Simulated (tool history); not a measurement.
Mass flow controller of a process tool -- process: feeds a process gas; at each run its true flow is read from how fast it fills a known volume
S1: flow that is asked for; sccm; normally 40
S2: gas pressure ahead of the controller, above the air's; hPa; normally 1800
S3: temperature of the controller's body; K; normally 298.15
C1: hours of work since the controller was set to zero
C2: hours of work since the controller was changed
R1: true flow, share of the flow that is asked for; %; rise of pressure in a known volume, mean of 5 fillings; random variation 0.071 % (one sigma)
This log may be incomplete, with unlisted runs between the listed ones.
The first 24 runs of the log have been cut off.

run     hour  S1    S2      S3    C1    C2     R1
 25   5658.1  41  1460  304.15  3540  3540  96.90
 26   5879.9  39  1460  304.15  3664  3664  96.71
 27   6215.3  17  1420  298.15  3851  3851  94.44
 28   6400.5  11  1430  304.15  3955  3955  92.91
 29   6577.4  27  1860  298.15  4054  4054  95.09
 30   6851.2  28  1540  299.15  4207  4207  95.18
 31   7187.2  40  1410  300.15  4395  4395  95.83
 32   7323.5  50  2140  309.15  4472  4472  96.55
 33   7639.0  50  2140  309.15  4648  4648  96.30
 34   7905.6  50  2140  309.15  4797  4797  96.26
 35   8202.9  50  2140  309.15  4964  4964  96.08
 36   8355.0  10  1800  306.15  5049  5049  90.47
 37   8592.4  10  1800  306.15  5182  5182  89.97
 38   8846.9  12  1470  306.15  5324  5324  91.05
 39   9143.6  49  2720  301.15  5490  5490  94.95
 40   9323.3  49  2720  301.15  5591  5591  94.82
 41   9658.1  48  2370  300.15  5778  5778  94.66
 42   9842.4   6  2420  296.15  5881  5881  83.02
 43  10093.1   9  2460  303.15  6021  6021  87.40
     10132.2  -- controller's zero set anew
 44  10320.1   9  2460  303.15   105  6148  95.52
 45  10586.7  22  1530  308.15   254  6297  96.07
 46  10837.6  31  2080  298.15   395  6438  95.30
 47  11070.7  31  2080  298.15   525  6568  95.16

3 ways to go on from here, each from the tool as it stands after run 47. What would each give?
     11137.5  -- controller exchanged for a calibrated one
  A  11385.8  17  2000  307.15  139  139   ?
     11137.5  -- controller exchanged for a calibrated one
  B  11385.8   7  2360  309.15  139  139   ?
     11137.5  -- controller exchanged for a calibrated one
  C  11385.8  40  2640  308.15  139  139   ?

run      R1
  A   99.88
  B   99.59
  C  100.23
With the hidden condition removed and each run's random variation left untouched, the same runs would have given:
run      R1
  A  100.30
  B  100.35
  C  100.51
